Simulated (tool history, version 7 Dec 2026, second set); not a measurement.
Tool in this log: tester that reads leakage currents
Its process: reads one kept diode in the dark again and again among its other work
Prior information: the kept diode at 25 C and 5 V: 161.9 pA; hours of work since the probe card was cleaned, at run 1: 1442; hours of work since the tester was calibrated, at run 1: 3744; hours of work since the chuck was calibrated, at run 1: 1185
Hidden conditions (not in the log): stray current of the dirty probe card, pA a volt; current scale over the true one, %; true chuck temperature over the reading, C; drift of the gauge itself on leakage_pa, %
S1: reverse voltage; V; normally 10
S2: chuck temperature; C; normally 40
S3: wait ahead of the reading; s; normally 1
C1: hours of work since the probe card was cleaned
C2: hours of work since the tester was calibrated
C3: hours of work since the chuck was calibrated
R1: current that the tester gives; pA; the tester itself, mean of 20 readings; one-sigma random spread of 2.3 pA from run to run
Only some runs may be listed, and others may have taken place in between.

| run | hour | S1 | S2 | S3 | C1 | C2 | C3 | R1 |
|---|---|---|---|---|---|---|---|---|
| 1 | 0 | 10 | 40 | 1 | 1442 | 3744 | 1185 | 804.33 |
| 2 | 242 | 10 | 40 | 1 | 1584 | 3886 | 1327 | 810.4 |
| 3 | 394.1 | 10 | 40 | 1 | 1673 | 3975 | 1417 | 812.9 |
| 4 | 641.9 | 10 | 40 | 1 | 1819 | 4121 | 1562 | 816.08 |
| 5 | 836.5 | 10 | 40 | 1 | 1933 | 4235 | 1676 | 821.07 |
| 6 | 1014 | 10 | 52 | 1 | 2037 | 4339 | 1781 | 2053.89 |
| 7 | 1232.8 | 10 | 52 | 1 | 2166 | 4468 | 1909 | 2073.78 |
|  | 1316 | chuck's temperature calibrated |
| 8 | 1349.5 | 10 | 25 | 1 | 2233 | 4535 | 20 | 234.77 |
| 9 | 1600 | 10 | 25 | 1 | 2380 | 4682 | 167 | 236.6 |
|  | 1764 | probe card cleaned and baked |
| 10 | 1831.9 | 10 | 40 | 0.37 | 40 | 4817 | 301 | 774.68 |
| 11 | 2068.5 | 10 | 40 | 0.37 | 179 | 4956 | 440 | 780.02 |
| 12 | 2292.1 | 10 | 40 | 0.37 | 310 | 5087 | 571 | 784.91 |
| 13 | 2486.3 | 10 | 40 | 0.37 | 424 | 5201 | 685 | 785.39 |
| 14 | 2645 | 10 | 40 | 1 | 517 | 5294 | 779 | 782.89 |
| 15 | 2756.1 | 10 | 40 | 1 | 583 | 5359 | 844 | 784.52 |
|  | 2978.5 | tester calibrated |
| 16 | 3004.6 | 10 | 40 | 1 | 727 | 15 | 989 | 800.19 |
| 17 | 3217.7 | 10 | 40 | 1 | 853 | 140 | 1114 | 803.9 |
| 18 | 3359.4 | 10 | 40 | 1 | 936 | 224 | 1197 | 808.5 |
| 19 | 3469.2 | 10 | 40 | 1 | 1000 | 288 | 1261 | 808.45 |
| 20 | 3665.6 | 14.4 | 28 | 4.55 | 1116 | 404 | 1377 | 353.53 |
| 21 | 3857.6 | 14.4 | 39 | 4.55 | 1228 | 516 | 1490 | 873.66 |
| 22 | 4008.5 | 2.1 | 40 | 6.78 | 1317 | 605 | 1578 | 421.43 |
| 23 | 4260.4 | 1.2 | 40 | 0.68 | 1465 | 753 | 1726 | 332.91 |
| 24 | 4437.5 | 3.5 | 40 | 9.66 | 1569 | 857 | 1830 | 523.72 |
| 25 | 4628.2 | 3.5 | 40 | 9.66 | 1681 | 969 | 1942 | 526.26 |
|  | 4649.6 | chuck's temperature calibrated |
| 26 | 4764.7 | 3.5 | 40 | 9.66 | 1760 | 1048 | 68 | 504.82 |
| 27 | 4892.6 | 10 | 26 | 4.15 | 1835 | 1123 | 143 | 251.54 |
| 28 | 5143.3 | 10 | 26 | 4.15 | 1982 | 1270 | 290 | 253.34 |
| 29 | 5307.7 | 1.9 | 21 | 2.27 | 2079 | 1367 | 386 | 79.59 |
| 30 | 5546.8 | 14.5 | 25 | 2.27 | 2219 | 1507 | 527 | 283.27 |
| 31 | 5717 | 3.2 | 53 | 2.27 | 2319 | 1607 | 627 | 1345.53 |
|  | 5971.4 | probe card cleaned and baked |
| 32 | 5971.8 | 6.1 | 60 | 3.37 | 0 | 1755 | 775 | 2924.04 |
| 33 | 6191.3 | 6.1 | 60 | 3.37 | 129 | 1884 | 904 | 2931.78 |
| 34 | 6315.5 | 10 | 22 | 0.35 | 202 | 1957 | 977 | 175.34 |
| 35 | 6490.1 | 1 | 40 | 1 | 305 | 2059 | 1079 | 303.34 |
| 36 | 6739.5 | 1 | 40 | 1 | 451 | 2206 | 1226 | 304.73 |
| 37 | 6910.8 | 1.7 | 40 | 1.55 | 552 | 2306 | 1326 | 380.67 |
| 38 | 7156.9 | 10 | 40 | 0.37 | 696 | 2451 | 1471 | 807.1 |

Each row is a separate what-if for the run after 38, all from the same tool condition, not one after another. Results?
| A | 7271.5 | 12.3 | 51 | 1.07 | 763 | 2518 | 1538 | ? |
| B | 7271.5 | 1.9 | 40 | 1 | 763 | 2518 | 1538 | ? |
| C | 7271.5 | 3 | 29 | 0.37 | 763 | 2518 | 1538 | ? |
| D | 7271.5 | 13.8 | 56 | 0.65 | 763 | 2518 | 1538 | ? |

| run | R1 |
|---|---|
| A | 2068.17 |
| B | 400.59 |
| C | 197.02 |
| D | 3152.18 |
Stripped of hidden state, with their random variation kept, the same runs would have yielded:
| run | R1 |
|---|---|
| A | 2009.35 |
| B | 388.5 |
| C | 189.31 |
| D | 3068.91 |
